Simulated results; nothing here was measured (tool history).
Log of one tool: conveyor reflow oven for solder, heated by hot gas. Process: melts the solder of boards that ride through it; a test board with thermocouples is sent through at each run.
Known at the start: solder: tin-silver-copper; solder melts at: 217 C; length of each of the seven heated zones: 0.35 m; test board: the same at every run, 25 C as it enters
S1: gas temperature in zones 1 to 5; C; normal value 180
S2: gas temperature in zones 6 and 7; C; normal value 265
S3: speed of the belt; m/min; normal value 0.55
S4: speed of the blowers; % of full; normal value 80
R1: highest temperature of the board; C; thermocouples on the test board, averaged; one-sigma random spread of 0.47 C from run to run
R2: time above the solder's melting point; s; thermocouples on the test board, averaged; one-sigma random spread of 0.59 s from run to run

{"run": 1, "hour": 0.0, "S1": 180, "S2": 265, "S3": 0.55, "S4": 80, "R1": 252.6, "R2": 59.6}
{"hour": 47.8, "done": "belt drive overhauled, speed set with a stopwatch"}
{"run": 2, "hour": 78.1, "S1": 180, "S2": 265, "S3": 0.55, "S4": 80, "R1": 252.3, "R2": 59.6}
{"run": 3, "hour": 110.3, "S1": 180, "S2": 260, "S3": 0.55, "S4": 80, "R1": 248, "R2": 57.3}
{"run": 4, "hour": 177.0, "S1": 180, "S2": 255, "S3": 0.55, "S4": 80, "R1": 243.7, "R2": 53}
{"hour": 208.0, "done": "flux residue cleaned out of gas plates and filters"}
{"run": 5, "hour": 229.0, "S1": 180, "S2": 260, "S3": 0.55, "S4": 80, "R1": 248.3, "R2": 56.8}
{"run": 6, "hour": 291.0, "S1": 180, "S2": 260, "S3": 0.55, "S4": 80, "R1": 247.9, "R2": 56.7}
{"run": 7, "hour": 358.9, "S1": 180, "S2": 265, "S3": 0.55, "S4": 80, "R1": 253.6, "R2": 59.7}
{"run": 8, "hour": 425.1, "S1": 180, "S2": 265, "S3": 0.55, "S4": 80, "R1": 252.1, "R2": 60.7}
{"run": 9, "hour": 472.3, "S1": 180, "S2": 265, "S3": 0.55, "S4": 71, "R1": 250.4, "R2": 59}
{"run": 10, "hour": 542.3, "S1": 180, "S2": 265, "S3": 0.55, "S4": 71, "R1": 249.8, "R2": 58.6}
{"hour": 553.7, "done": "flux residue cleaned out of gas plates and filters"}
{"run": 11, "hour": 590.7, "S1": 180, "S2": 265, "S3": 0.534, "S4": 80, "R1": 253.1, "R2": 62.8}
{"run": 12, "hour": 653.8, "S1": 180, "S2": 265, "S3": 0.534, "S4": 80, "R1": 253.3, "R2": 61.8}
{"run": 13, "hour": 712.6, "S1": 180, "S2": 265, "S3": 0.534, "S4": 80, "R1": 253, "R2": 62.2}
{"run": 14, "hour": 761.1, "S1": 180, "S2": 265, "S3": 0.534, "S4": 80, "R1": 253.5, "R2": 62.2}
{"run": 15, "hour": 821.7, "S1": 180, "S2": 265, "S3": 0.534, "S4": 80, "R1": 252.3, "R2": 62.4}
{"run": 16, "hour": 880.4, "S1": 180, "S2": 265, "S3": 0.534, "S4": 80, "R1": 252.8, "R2": 63.8}
{"hour": 902.1, "done": "flux residue cleaned out of gas plates and filters"}
{"run": 17, "hour": 937.7, "S1": 180, "S2": 278, "S3": 0.534, "S4": 53, "R1": 256.9, "R2": 63.1}
{"run": 18, "hour": 998.5, "S1": 194, "S2": 257, "S3": 0.658, "S4": 53, "R1": 237.2, "R2": 40.1}
{"run": 19, "hour": 1070.4, "S1": 194, "S2": 257, "S3": 0.658, "S4": 53, "R1": 236.7, "R2": 40.6}
{"run": 20, "hour": 1116.4, "S1": 180, "S2": 255, "S3": 0.55, "S4": 62, "R1": 240.8, "R2": 49.3}
{"run": 21, "hour": 1190.1, "S1": 180, "S2": 258, "S3": 0.524, "S4": 62, "R1": 244.3, "R2": 55.3}
{"run": 22, "hour": 1233.8, "S1": 183, "S2": 265, "S3": 0.55, "S4": 56, "R1": 247.4, "R2": 55.7}
{"hour": 1247.9, "done": "flux residue cleaned out of gas plates and filters"}
{"hour": 1261.9, "done": "belt drive overhauled, speed set with a stopwatch"}
{"run": 23, "hour": 1293.9, "S1": 183, "S2": 265, "S3": 0.55, "S4": 56, "R1": 248, "R2": 55.7}
{"run": 24, "hour": 1335.3, "S1": 171, "S2": 260, "S3": 0.55, "S4": 80, "R1": 247.2, "R2": 53.1}
{"run": 25, "hour": 1400.2, "S1": 171, "S2": 260, "S3": 0.55, "S4": 80, "R1": 246.5, "R2": 53.2}
{"run": 26, "hour": 1447.8, "S1": 171, "S2": 260, "S3": 0.55, "S4": 80, "R1": 246.2, "R2": 52.6}
{"run": 27, "hour": 1525.4, "S1": 180, "S2": 267, "S3": 0.55, "S4": 72, "R1": 253.1, "R2": 59.3}
{"run": 28, "hour": 1568.4, "S1": 180, "S2": 267, "S3": 0.55, "S4": 72, "R1": 252.2, "R2": 59.2}
{"hour": 1601.8, "done": "flux residue cleaned out of gas plates and filters"}
{"run": 29, "hour": 1621.2, "S1": 180, "S2": 263, "S3": 0.643, "S4": 80, "R1": 246.4, "R2": 46.6}

Alternative continuations, all from the tool just after run 29; predict every row:
{"run": "A", "hour": 1658.8, "S1": 184, "S2": 279, "S3": 0.643, "S4": 65, "R1": "?", "R2": "?"}
{"run": "B", "hour": 1658.8, "S1": 180, "S2": 265, "S3": 0.446, "S4": 80, "R1": "?", "R2": "?"}
{"run": "C", "hour": 1658.8, "S1": 188, "S2": 267, "S3": 0.55, "S4": 52, "R1": "?", "R2": "?"}

run=A R1=256.2 R2=53
run=B R1=258 R2=79.2
run=C R1=248.8 R2=58.6
Without the tool's unlogged condition, the same runs would have read:
run=A R1=256 R2=52.9
run=B R1=257.8 R2=79.1
run=C R1=248.6 R2=58.5

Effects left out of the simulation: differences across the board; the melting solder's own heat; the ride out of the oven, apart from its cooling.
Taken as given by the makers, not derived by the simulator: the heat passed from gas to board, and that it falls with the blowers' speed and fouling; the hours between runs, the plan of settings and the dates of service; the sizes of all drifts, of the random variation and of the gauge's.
